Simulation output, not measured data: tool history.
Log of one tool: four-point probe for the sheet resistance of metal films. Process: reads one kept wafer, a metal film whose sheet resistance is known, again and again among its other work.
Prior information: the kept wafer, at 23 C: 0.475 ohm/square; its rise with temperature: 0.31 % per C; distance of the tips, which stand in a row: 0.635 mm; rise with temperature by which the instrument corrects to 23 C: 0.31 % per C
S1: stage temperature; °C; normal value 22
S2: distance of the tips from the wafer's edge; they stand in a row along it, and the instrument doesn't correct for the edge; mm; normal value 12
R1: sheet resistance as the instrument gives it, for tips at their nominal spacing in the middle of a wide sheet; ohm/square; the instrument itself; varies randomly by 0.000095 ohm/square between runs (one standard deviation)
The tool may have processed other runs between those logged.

run    hour  S1  S2        R1
  1     0.0  22  12  0.474309
  2   121.7  22  12  0.474058
  3   181.1  22  12  0.473944
  4   309.6  22  12  0.473874
  5   393.6  22  12  0.473694
  6   460.2  22   5  0.477016
  7   516.8  22  12  0.473544
  8   595.2  22  12  0.473546
  9   687.6  22  12  0.473084
 10   742.7  22  12  0.473331
 11   841.5  26  12  0.472897
 12   955.8  19  12  0.473002
      964.3  -- stage's thermometer calibrated
 13  1014.0  19  12  0.473349
 14  1126.6  22  10  0.473287
 15  1239.8  22  10  0.473079
 16  1305.2  20   7  0.474170
 17  1370.7  20   7  0.474058
 18  1427.1  20   7  0.473981
 19  1509.3  23  15  0.472115
 20  1579.1  23  15  0.471942
 21  1698.5  23  15  0.471873
     1725.5  -- stage's thermometer calibrated, once more
 22  1779.7  23  15  0.470693
 23  1877.5  23  15  0.470449
     1935.0  -- new probe head fitted
 24  1981.4  30  24  0.475409

For run 25, what comes out?
 25  2039.8  23  13   ?

R1: 0.475954 ohm/square
Had the tool carried no hidden state, the very same run would have given R1 0.475533 ohm/square.
